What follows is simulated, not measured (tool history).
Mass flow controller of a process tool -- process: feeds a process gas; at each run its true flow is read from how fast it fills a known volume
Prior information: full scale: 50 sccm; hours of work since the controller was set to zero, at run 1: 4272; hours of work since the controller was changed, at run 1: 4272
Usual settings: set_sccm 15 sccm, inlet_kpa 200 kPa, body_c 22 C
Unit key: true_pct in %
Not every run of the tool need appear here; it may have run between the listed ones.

| run | hour | set_sccm | inlet_kpa | body_c | hours of work since the controller was set to zero | hours of work since the controller was changed | true_pct |
|---|---|---|---|---|---|---|---|
| 1 | 0.0 | 15 | 200 | 22 | 4272 | 4272 | 92.50 |
| 2 | 460.0 | 15 | 200 | 22 | 4556 | 4556 | 92.06 |
| 3 | 1019.0 | 15 | 200 | 22 | 4901 | 4901 | 91.76 |
|  | 1348.6 | controller exchanged for a calibrated one |
| 4 | 1350.5 | 15 | 200 | 22 | 1 | 1 | 97.69 |
| 5 | 1911.3 | 15 | 200 | 22 | 347 | 347 | 97.44 |
| 6 | 2215.3 | 15 | 200 | 30 | 535 | 535 | 97.72 |
| 7 | 2681.7 | 15 | 213 | 22 | 823 | 823 | 96.88 |
| 8 | 2938.2 | 15 | 213 | 22 | 981 | 981 | 96.60 |
| 9 | 3177.0 | 15 | 200 | 22 | 1128 | 1128 | 96.45 |
| 10 | 3418.2 | 15 | 172 | 22 | 1277 | 1277 | 96.31 |
| 11 | 3908.9 | 15 | 167 | 22 | 1580 | 1580 | 95.91 |
| 12 | 4313.2 | 15 | 167 | 22 | 1830 | 1830 | 95.69 |
| 13 | 4596.2 | 15 | 167 | 22 | 2004 | 2004 | 95.36 |
| 14 | 5095.4 | 15 | 167 | 22 | 2312 | 2312 | 95.09 |
| 15 | 5642.3 | 15 | 167 | 22 | 2650 | 2650 | 94.67 |
| 16 | 5887.4 | 15 | 170 | 22 | 2801 | 2801 | 94.40 |
| 17 | 6126.2 | 15 | 170 | 22 | 2949 | 2949 | 94.14 |
| 18 | 6621.4 | 15 | 200 | 22 | 3254 | 3254 | 93.78 |
| 19 | 6956.8 | 15 | 200 | 22 | 3461 | 3461 | 93.58 |
| 20 | 7376.7 | 5 | 200 | 22 | 3720 | 3720 | 88.69 |
| 21 | 7839.8 | 15 | 200 | 35 | 4006 | 4006 | 94.19 |
| 22 | 8255.8 | 15 | 200 | 25 | 4263 | 4263 | 93.01 |
| 23 | 8716.0 | 15 | 200 | 35 | 4547 | 4547 | 93.49 |
| 24 | 9095.8 | 15 | 228 | 36 | 4781 | 4781 | 93.32 |
| 25 | 9392.9 | 13 | 189 | 31 | 4965 | 4965 | 92.14 |
|  | 9625.6 | controller exchanged for a calibrated one |
| 26 | 9933.2 | 13 | 189 | 31 | 190 | 190 | 97.96 |
| 27 | 10454.0 | 15 | 194 | 27 | 511 | 511 | 97.28 |
| 28 | 10936.5 | 39 | 211 | 22 | 809 | 809 | 98.27 |
| 29 | 11282.2 | 39 | 211 | 29 | 1022 | 1022 | 98.95 |
| 30 | 11744.0 | 15 | 200 | 28 | 1307 | 1307 | 96.54 |
| 31 | 12243.8 | 15 | 200 | 28 | 1616 | 1616 | 96.16 |
| 32 | 12748.2 | 15 | 200 | 28 | 1927 | 1927 | 95.70 |
| 33 | 13148.9 | 12 | 200 | 25 | 2174 | 2174 | 94.73 |
| 34 | 13612.4 | 12 | 200 | 25 | 2460 | 2460 | 94.16 |
| 35 | 14159.2 | 12 | 200 | 25 | 2798 | 2798 | 93.75 |
| 36 | 14542.9 | 12 | 200 | 25 | 3035 | 3035 | 93.55 |
| 37 | 14834.8 | 7 | 197 | 37 | 3215 | 3215 | 92.52 |
| 38 | 15380.4 | 15 | 151 | 21 | 3552 | 3552 | 93.34 |
| 39 | 15811.7 | 15 | 200 | 39 | 3818 | 3818 | 94.53 |
| 40 | 16100.9 | 15 | 200 | 31 | 3996 | 3996 | 93.63 |
| 41 | 16653.4 | 12 | 151 | 22 | 4337 | 4337 | 91.60 |
| 42 | 17218.7 | 15 | 145 | 22 | 4686 | 4686 | 92.09 |
| 43 | 17534.1 | 15 | 145 | 22 | 4881 | 4881 | 91.83 |
|  | 17891.1 | controller exchanged for a calibrated one |
| 44 | 18095.1 | 15 | 145 | 22 | 126 | 126 | 97.22 |
| 45 | 18349.7 | 15 | 145 | 22 | 283 | 283 | 97.00 |

What if the next run were any one of these 5? Each begins from the tool's condition after run 45:
| A | 18618.2 | 6 | 145 | 22 | 449 | 449 | ? |
| B | 18618.2 | 21 | 200 | 30 | 449 | 449 | ? |
| C | 18618.2 | 10 | 216 | 20 | 449 | 449 | ? |
| D | 18618.2 | 5 | 256 | 28 | 449 | 449 | ? |
| E | 18618.2 | 11 | 142 | 30 | 449 | 449 | ? |

| run | true_pct |
|---|---|
| A | 95.79 |
| B | 97.81 |
| C | 96.06 |
| D | 95.86 |
| E | 97.26 |
Stripped of hidden state, with their random variation kept, the same runs would have yielded:
| run | true_pct |
|---|---|
| A | 97.00 |
| B | 98.45 |
| C | 96.96 |
| D | 97.23 |
| E | 98.11 |
